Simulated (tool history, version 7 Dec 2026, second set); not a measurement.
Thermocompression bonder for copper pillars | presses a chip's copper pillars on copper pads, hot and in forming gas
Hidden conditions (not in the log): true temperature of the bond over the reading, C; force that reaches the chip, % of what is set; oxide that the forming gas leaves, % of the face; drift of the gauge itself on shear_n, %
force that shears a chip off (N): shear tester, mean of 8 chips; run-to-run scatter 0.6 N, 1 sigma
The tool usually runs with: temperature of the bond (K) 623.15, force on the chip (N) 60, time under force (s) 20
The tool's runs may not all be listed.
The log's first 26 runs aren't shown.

run,hour,temperature of the bond (K),force on the chip (N),time under force (s),hours of work since the heater was calibrated,hours of work since the force cell was calibrated,hours of work since the gas filter was changed,force that shears a chip off (N)
27,404.1,599.15,79,31,578,994,127,30.2
# hour 413.7: forming gas filter changed
28,420.9,610.15,71,39,589,1005,5,38.4
29,438.5,620.15,38,20,601,1017,17,22.9
30,449.9,647.15,54,26,609,1025,25,40.8
31,466.5,648.15,69,13,621,1037,37,35.1
32,476.4,648.15,69,13,628,1044,44,35.9
33,492.3,648.15,66,13,639,1055,55,33.8
34,501.8,648.15,66,13,645,1061,61,33.1
# hour 512.7: force cell calibrated
35,520.5,623.15,74,24,657,5,73,34.4
36,531.4,623.15,74,24,665,13,81,33.1
37,546.8,642.15,43,16,676,24,91,25.7

Branching from run 37: 5 alternative next runs. What would each branch give?
A,556,622.15,49,32,682,30,98,?
B,556,595.15,43,20,682,30,98,?
C,556,593.15,46,16,682,30,98,?
D,556,644.15,43,16,682,30,98,?
E,556,642.15,53,16,682,30,98,?

run,force that shears a chip off (N)
A,29.4
B,17.3
C,16
D,26.5
E,27.8
Without the tool's hidden state the same runs would have given:
run,force that shears a chip off (N)
A,33.9
B,20.2
C,18.7
D,30.3
E,32.1
